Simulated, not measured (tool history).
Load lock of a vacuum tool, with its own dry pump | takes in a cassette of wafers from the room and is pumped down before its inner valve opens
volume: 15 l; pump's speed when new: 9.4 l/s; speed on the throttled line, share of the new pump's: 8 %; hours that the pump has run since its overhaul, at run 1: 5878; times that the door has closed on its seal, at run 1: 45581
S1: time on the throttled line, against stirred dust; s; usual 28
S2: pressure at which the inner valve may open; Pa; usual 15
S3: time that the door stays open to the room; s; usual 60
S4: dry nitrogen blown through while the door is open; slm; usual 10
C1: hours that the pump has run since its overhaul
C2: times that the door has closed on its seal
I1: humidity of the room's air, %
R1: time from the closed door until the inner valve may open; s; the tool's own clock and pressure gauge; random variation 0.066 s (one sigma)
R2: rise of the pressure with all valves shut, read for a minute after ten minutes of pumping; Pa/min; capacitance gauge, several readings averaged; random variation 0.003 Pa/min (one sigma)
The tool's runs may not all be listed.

| run | day | S1 | S2 | S3 | S4 | C1 | C2 | I1 | R1 | R2 |
|---|---|---|---|---|---|---|---|---|---|---|
| 1 | 0 | 28 | 15 | 60 | 10 | 5878 | 45581 | 45 | 40.12 | 0.162 |
| 2 | 6.488 | 28 | 17 | 60 | 10 | 6033 | 46183 | 44.8 | 39.9 | 0.172 |
| 3 | 11.467 | 28 | 17 | 60 | 10 | 6153 | 46645 | 46.8 | 39.94 | 0.171 |
| 4 | 15.554 | 43 | 15 | 60 | 10 | 6251 | 47024 | 44.6 | 53.78 | 0.172 |
| 5 | 19.129 | 28 | 15 | 60 | 10 | 6337 | 47356 | 47.3 | 40.13 | 0.176 |
| 6 | 23.538 | 36 | 15 | 60 | 10 | 6443 | 47765 | 41.4 | 47.42 | 0.172 |
| 7 | 29.812 | 28 | 15 | 103 | 10 | 6593 | 48348 | 47.2 | 40.19 | 0.186 |
| 8 | 35.921 | 28 | 15 | 103 | 10 | 6740 | 48914 | 44.9 | 40.17 | 0.182 |
| 9 | 43.375 | 28 | 15 | 103 | 10 | 6919 | 49606 | 44.5 | 40.21 | 0.194 |
| 10 | 48.404 | 28 | 15 | 103 | 10 | 7039 | 50073 | 47.2 | 40.25 | 0.194 |
| 11 | 52.838 | 28 | 22 | 103 | 10 | 7146 | 50484 | 46.3 | 39.49 | 0.199 |
| 12 | 56.067 | 28 | 15 | 147 | 10 | 7223 | 50784 | 45.6 | 40.22 | 0.201 |
| 13 | 59.708 | 28 | 15 | 147 | 10 | 7311 | 51122 | 44.9 | 40.24 | 0.202 |
| 14 | 64.004 | 28 | 15 | 60 | 10 | 7414 | 51520 | 43.1 | 40.25 | 0.194 |
| 15 | 71.121 | 28 | 15 | 60 | 10 | 7585 | 52181 | 47.6 | 40.25 | 0.203 |
| 16 | 78.325 | 28 | 15 | 60 | 10 | 7758 | 52850 | 43.6 | 40.18 | 0.202 |
| 17 | 85.529 | 28 | 15 | 60 | 10 | 7930 | 53518 | 45.5 | 40.27 | 0.209 |
| 18 | 90.1 | 28 | 15 | 87 | 10 | 8040 | 53942 | 46.4 | 40.12 | 0.212 |
| 19 | 93.279 | 28 | 15 | 87 | 10 | 8116 | 54237 | 42.5 | 40.25 | 0.209 |
| 20 | 100.758 | 28 | 15 | 87 | 10 | 8296 | 54931 | 43.3 | 40.16 | 0.216 |
| 21 | 105.288 | 18 | 15 | 48 | 10 | 8405 | 55352 | 42 | 31.09 | 0.208 |
| 22 | 112.321 | 18 | 15 | 48 | 10 | 8573 | 56004 | 45.2 | 31.28 | 0.22 |

Forecast run 23:
| 23 | 115.8 | 18 | 15 | 48 | 10 | 8657 | 56327 | 48.5 | ? | ? |

R1: 31.3 s
R2: 0.216 Pa/min
Without the tool's hidden state the same run would have given R1 30.83 s, R2 0.039 Pa/min.
